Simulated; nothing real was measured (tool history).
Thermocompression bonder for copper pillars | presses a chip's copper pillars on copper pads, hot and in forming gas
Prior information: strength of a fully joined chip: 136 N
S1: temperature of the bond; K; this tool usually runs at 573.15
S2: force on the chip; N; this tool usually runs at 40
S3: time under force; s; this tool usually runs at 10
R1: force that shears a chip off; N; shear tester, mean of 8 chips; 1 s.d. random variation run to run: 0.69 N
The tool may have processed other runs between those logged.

run 1 hour=0.0 | S1=573.15 S2=40 S3=10 | R1=91.0
run 2 hour=10.8 | S1=573.15 S2=33 S3=10 | R1=80.5
run 3 hour=20.4 | S1=573.15 S2=38 S3=10 | R1=87.6
run 4 hour=28.9 | S1=573.15 S2=38 S3=10 | R1=87.0
run 5 hour=37.4 | S1=586.15 S2=40 S3=10 | R1=100.3
run 6 hour=51.0 | S1=573.15 S2=40 S3=14 | R1=98.4
run 7 hour=58.5 | S1=573.15 S2=40 S3=13 | R1=96.5
-- hour=67.3 forming gas filter changed
run 8 hour=68.3 | S1=573.15 S2=40 S3=13 | R1=96.8
run 9 hour=74.6 | S1=576.15 S2=40 S3=10 | R1=91.9
run 10 hour=84.5 | S1=555.15 S2=31 S3=26 | R1=85.0
run 11 hour=92.0 | S1=555.15 S2=31 S3=14 | R1=69.1
run 12 hour=98.6 | S1=555.15 S2=31 S3=14 | R1=69.2
run 13 hour=104.5 | S1=555.15 S2=31 S3=14 | R1=70.4

What will run 14 give?
run 14 hour=115.0 | S1=599.15 S2=41 S3=19 | R1=?

Run 14 came out at R1 123.2 N.
If the tool had no hidden condition, the same run with the same run-to-run variation would have returned R1 123.2 N.
